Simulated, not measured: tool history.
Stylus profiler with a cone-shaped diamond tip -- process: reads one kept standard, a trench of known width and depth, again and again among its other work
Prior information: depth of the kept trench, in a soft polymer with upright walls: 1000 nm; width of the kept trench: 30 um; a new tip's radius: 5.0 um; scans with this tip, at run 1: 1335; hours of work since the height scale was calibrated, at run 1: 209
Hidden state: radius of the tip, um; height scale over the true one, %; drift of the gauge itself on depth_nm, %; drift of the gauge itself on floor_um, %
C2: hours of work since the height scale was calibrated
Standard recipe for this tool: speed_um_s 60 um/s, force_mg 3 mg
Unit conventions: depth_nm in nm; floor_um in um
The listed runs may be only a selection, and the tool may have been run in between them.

Run 1, hour 0: usual settings; scans with this tip 1335; C2 209. Result: depth_nm 1013.74 nm, floor_um 23.14 um.
Run 2, hour 26.5: usual settings; scans with this tip 1430; C2 224. Result: depth_nm 1014.17 nm, floor_um 23.1 um.
Run 3, hour 39.4: usual settings; scans with this tip 1477; C2 231. Result: depth_nm 1014.47 nm, floor_um 23.06 um.
Run 4, hour 57.9: usual settings; scans with this tip 1544; C2 242. Result: depth_nm 1013.75 nm, floor_um 23.11 um.
Run 5, hour 75.8: usual settings but speed_um_s 124 um/s; scans with this tip 1609; C2 252. Result: depth_nm 1013.65 nm, floor_um 22.87 um.
Run 6, hour 89.6: usual settings but speed_um_s 15 um/s; scans with this tip 1659; C2 260. Result: depth_nm 1014.17 nm, floor_um 23.05 um.
Run 7, hour 111.2: usual settings but speed_um_s 15 um/s; scans with this tip 1737; C2 272. Result: depth_nm 1013.87 nm, floor_um 23.06 um.
Run 8, hour 129.6: usual settings but speed_um_s 193 um/s; scans with this tip 1803; C2 282. Result: depth_nm 1013.94 nm, floor_um 22.58 um.
Run 9, hour 150.2: usual settings but speed_um_s 193 um/s; scans with this tip 1878; C2 294. Result: depth_nm 1013.49 nm, floor_um 22.51 um.
Run 10, hour 169.6: usual settings but speed_um_s 193 um/s; scans with this tip 1948; C2 305. Result: depth_nm 1013.39 nm, floor_um 22.55 um.
Run 11, hour 188.8: usual settings but speed_um_s 193 um/s; scans with this tip 2017; C2 316. Result: depth_nm 1013.44 nm, floor_um 22.46 um.
Run 12, hour 207.1: usual settings but speed_um_s 20 um/s, force_mg 6.93 mg; scans with this tip 2084; C2 326. Result: depth_nm 1024.62 nm, floor_um 22.83 um.
Run 13, hour 233.1: usual settings but speed_um_s 144 um/s, force_mg 8.42 mg; scans with this tip 2177; C2 341. Result: depth_nm 1028.13 nm, floor_um 22.58 um.
Run 14, hour 256.9: usual settings but speed_um_s 40 um/s, force_mg 3.98 mg; scans with this tip 2264; C2 354. Result: depth_nm 1016.17 nm, floor_um 22.7 um.
Run 15, hour 273.9: usual settings but speed_um_s 40 um/s, force_mg 3.98 mg; scans with this tip 2325; C2 364. Result: depth_nm 1016.37 nm, floor_um 22.65 um.
Run 16, hour 294.8: usual settings but speed_um_s 21 um/s, force_mg 1.46 mg; scans with this tip 2401; C2 376. Result: depth_nm 1008.04 nm, floor_um 22.59 um.
Run 17, hour 307: usual settings but force_mg 5.81 mg; scans with this tip 2445; C2 383. Result: depth_nm 1021.39 nm, floor_um 22.55 um.
Run 18, hour 318.8: usual settings but speed_um_s 214 um/s, force_mg 6.48 mg; scans with this tip 2487; C2 389. Result: depth_nm 1023.34 nm, floor_um 22.26 um.
Run 19, hour 337: usual settings but speed_um_s 85 um/s, force_mg 1.47 mg; scans with this tip 2553; C2 400. Result: depth_nm 1007.53 nm, floor_um 22.35 um.
Run 20, hour 361.3: usual settings but speed_um_s 26 um/s, force_mg 1.21 mg; scans with this tip 2641; C2 413. Result: depth_nm 1006.44 nm, floor_um 22.46 um.
Run 21, hour 381.5: usual settings but speed_um_s 26 um/s, force_mg 1.21 mg; scans with this tip 2714; C2 425. Result: depth_nm 1006.72 nm, floor_um 22.45 um.

Selected run-to-run steps in depth_nm, each split into two signed amounts: the part the tool would show with no hidden state at all (from settings, incoming material and random variation), and the remainder, which goes to the hidden state together with any gauge scatter not common to the measured and the hidden-state-free results:
Run 1 -> 2: settings left as they were, no log entry in between. depth_nm +0.43 nm: hidden state -0.06, all else +0.49.
Run 12 -> 13: speed_um_s 20 -> 144, force_mg 6.93 -> 8.42. depth_nm +3.51 nm: hidden state -0.06, all else +3.57.
Run 16 -> 17: speed_um_s 21 -> 60, force_mg 1.46 -> 5.81. depth_nm +13.35 nm: hidden state -0.04, all else +13.39.
Run 18 -> 19: speed_um_s 214 -> 85, force_mg 6.48 -> 1.47. depth_nm -15.81 nm: hidden state -0.01, all else -15.8.
